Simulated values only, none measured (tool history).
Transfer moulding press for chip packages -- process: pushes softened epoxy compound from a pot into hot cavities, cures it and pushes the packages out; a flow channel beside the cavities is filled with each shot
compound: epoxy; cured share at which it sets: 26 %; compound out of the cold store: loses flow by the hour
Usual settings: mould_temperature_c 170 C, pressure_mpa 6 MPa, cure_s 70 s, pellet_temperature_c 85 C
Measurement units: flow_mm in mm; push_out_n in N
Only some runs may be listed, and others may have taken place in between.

run   hour  mould_temperature_c  pressure_mpa  cure_s  pellet_temperature_c  incoming compound's hours out of the cold store  flow_mm  push_out_n
  1      0                  170             6      70                    85                                               35      627         655
      12.5  -- cavities cleaned with cleaning compound and waxed
  2   26.5                  170             6      70                    95                                             19.9      704         549
  3   44.4                  170             6      70                    85                                             45.5      586         639
      58.9  -- cavities cleaned with cleaning compound and waxed
  4   62.5                  170             6      55                    85                                               12      730         935
  5   86.1                  169             6      70                    85                                             11.8      733         745
     105.5  -- cavities cleaned with cleaning compound and waxed
  6  114.3                  169             6      70                    85                                               34      628         522
     126.1  -- plunger's sealing rings changed
  7    141                  169             6      70                    85                                             46.7      610         690
     153.2  -- cavities cleaned with cleaning compound and waxed
  8  159.4                  170             6      70                    85                                             43.9      613         453
  9  187.5                  170             6      51                    85                                             28.9      676        1451
     190.7  -- mould's thermocouples calibrated
     201.3  -- cavities cleaned with cleaning compound and waxed
 10  210.6                  170             6      70                    85                                             23.4      707         532
 11  223.9                  170             6      70                    85                                             14.9      747         658
 12    244                  170             6      70                    85                                             39.8      629         695
     247.8  -- cavities cleaned with cleaning compound and waxed
 13  265.4                  170             6      70                    85                                             46.7      590         511
 14    283                  170          6.45      88                    84                                             33.6      672         439
     293.5  -- cavities cleaned with cleaning compound and waxed
 15  308.9                  169          6.45      60                    75                                             43.5      633         893
 16    332                  169          4.85      60                    91                                             46.8      528         987
     339.3  -- cavities cleaned with cleaning compound and waxed
       344  -- mould's thermocouples calibrated, once more
 17  351.5                  170          5.53      63                    82                                             20.5      682         759
 18  379.8                  175          6.77      63                    82                                             15.5      766         759
     387.7  -- cavities cleaned with cleaning compound and waxed
 19  407.9                  175          6.77      63                    82                                             39.9      641         583
 20  420.7                  164             6      70                    85                                             33.1      643         988
       433  -- cavities cleaned with cleaning compound and waxed
 21  439.5                  164          5.07      70                    85                                               31      603         655
 22  453.4                  170          6.56      70                    93                                              8.9      783         613
 23  465.2                  168          5.89     100                    89                                             10.8      737         406
     478.1  -- cavities cleaned with cleaning compound and waxed
 24    489                  174          4.77      71                    80                                             27.6      583         409
 25  505.9                  174          4.77      79                    87                                             19.3      609         427
     523.7  -- cavities cleaned with cleaning compound and waxed
 26  535.3                  168          6.14      70                    87                                             32.1      643         580

Each row is a separate what-if for the run after 26, all from the same tool condition, not one after another. Results?
     560.5  -- plunger's sealing rings changed
  A  562.1                  170             6      51                    85                                             38.7        ?           ?
     560.5  -- plunger's sealing rings changed
  B  562.1                  164          5.69      70                    87                                             22.9        ?           ?
     560.5  -- plunger's sealing rings changed
  C  562.1                  172             6      70                    87                                             27.2        ?           ?
     560.5  -- plunger's sealing rings changed
  D  562.1                  164          5.69      70                    82                                               32        ?           ?

run  flow_mm  push_out_n
  A      647        1456
  B      704        1028
  C      694         589
  D      664         965
Had the tool no hidden state, the same runs would have come out as:
run  flow_mm  push_out_n
  A      648         841
  B      705         594
  C      695         343
  D      665         558

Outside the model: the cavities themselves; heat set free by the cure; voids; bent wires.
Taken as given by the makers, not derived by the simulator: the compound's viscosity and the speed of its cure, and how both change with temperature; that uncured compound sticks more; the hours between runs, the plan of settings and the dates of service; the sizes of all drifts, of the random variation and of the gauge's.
